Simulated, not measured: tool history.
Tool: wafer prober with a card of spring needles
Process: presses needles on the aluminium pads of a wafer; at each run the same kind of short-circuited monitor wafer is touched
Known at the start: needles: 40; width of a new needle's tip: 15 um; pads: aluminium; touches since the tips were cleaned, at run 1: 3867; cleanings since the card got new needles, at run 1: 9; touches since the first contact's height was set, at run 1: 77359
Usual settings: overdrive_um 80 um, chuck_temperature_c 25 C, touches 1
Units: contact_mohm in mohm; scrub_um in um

run   hour  overdrive_um  chuck_temperature_c  touches  touches since the tips were cleaned  cleanings since the card got new needles  touches since the first contact's height was set  contact_mohm  scrub_um
  1    0.0            80                   25        1                                 3867                                         9                                             77359           140     16.71
      17.7  -- tips cleaned on abrasive film
  2   27.7            80                   25        1                                 1863                                        10                                             82482           142     16.71
  3   52.5            80                   25        1                                 6454                                        10                                             87073           143     16.69
      56.4  -- tips cleaned on abrasive film
  4   91.0            80                   25        1                                 6414                                        11                                             94186           141     16.70
      93.8  -- tips cleaned on abrasive film
  5  119.5            72                   25        1                                 4751                                        12                                             99447           145     15.03
     131.9  -- tips cleaned on abrasive film
  6  146.2            72                   25        1                                 2640                                        13                                            104379           141     15.02
     170.5  -- tips cleaned on abrasive film
  7  188.3            72                   25        1                                 3301                                        14                                            112167           142     15.05
     207.9  -- tips cleaned on abrasive film
  8  221.7            72                   25        1                                 2547                                        15                                            118332           144     15.03
     246.8  -- tips cleaned on abrasive film
  9  259.7            80                   25        1                                 2395                                        16                                            125368           142     16.72
     285.7  -- tips cleaned on abrasive film
 10  295.0            80                   25        2                                 1726                                        17                                            131893           140     16.74
 11  318.5            80                   25        2                                 6072                                        17                                            136239           139     16.73
     325.0  -- tips cleaned on abrasive film
 12  360.8            80                   25        2                                 6627                                        18                                            144064           141     16.77
     363.0  -- tips cleaned on abrasive film
 13  391.9            80                   25        1                                 5349                                        19                                            149813           142     16.75
     401.3  -- tips cleaned on abrasive film
 14  422.4            80                   25        1                                 3899                                        20                                            155442           141     16.77
     440.4  -- tips cleaned on abrasive film
 15  445.2            76                   97        2                                  874                                        21                                            159647           151     15.92
 16  464.3            76                   30        2                                 4420                                        21                                            163193           145     15.96
     479.3  -- tips cleaned on abrasive film
 17  489.9            80                   25        1                                 1977                                        22                                            167924           143     16.78
     518.0  -- tips cleaned on abrasive film
 18  529.0            80                   25        1                                 2054                                        23                                            175155           142     16.78
     557.5  -- tips cleaned on abrasive film
 19  560.5            71                   48        1                                  560                                        24                                            180967           147     14.91
 20  589.9            71                   48        1                                 6015                                        24                                            186422           148     14.86
     597.8  -- tips cleaned on abrasive film
 21  633.4            71                   48        1                                 6585                                        25                                            194455           148     14.91
     635.8  -- gauge calibrated
     635.9  -- tips cleaned on abrasive film
 22  658.1            71                   45        1                                 4124                                        26                                            199028           146     14.80
     673.5  -- tips cleaned on abrasive film
 23  694.0            71                   45        1                                 3798                                        27                                            205650           144     14.82
     697.6  -- height of the first contact set anew
     711.2  -- tips cleaned on abrasive film
 24  738.0            78                   64        1                                 4962                                        28                                              7468           148     16.28
     749.3  -- tips cleaned on abrasive film
 25  763.4            78                   64        1                                 2616                                        29                                             12157           147     16.27
     788.9  -- tips cleaned on abrasive film
 26  803.8            78                   64        1                                 2767                                        30                                             19625           147     16.32
     826.6  -- tips cleaned on abrasive film
 27  829.1            95                   36        2                                  463                                        31                                             24307           143     19.88
 28  849.8            80                   25        3                                 4290                                        31                                             28134           140     16.71

Forecast each of these 5 alternatives for the next run:
     866.9  -- tips cleaned on abrasive film
  A  894.3            77                   25        3                                 5085                                        32                                             36373             ?         ?
     866.9  -- tips cleaned on abrasive film
  B  894.3            81                   27        2                                 5085                                        32                                             36373             ?         ?
     866.9  -- tips cleaned on abrasive film
  C  894.3            80                   25        1                                 5085                                        32                                             36373             ?         ?
     866.9  -- tips cleaned on abrasive film
  D  894.3            84                   25        2                                 5085                                        32                                             36373             ?         ?
     866.9  -- tips cleaned on abrasive film
  E  894.3            80                   25        2                                 5085                                        32                                             36373             ?         ?

run  contact_mohm  scrub_um
  A           144     16.12
  B           144     16.94
  C           143     16.71
  D           144     17.60
  E           140     16.73
Without the tool's hidden state the same runs would have given:
run  contact_mohm  scrub_um
  A           144     16.07
  B           144     16.89
  C           143     16.67
  D           144     17.55
  E           140     16.68
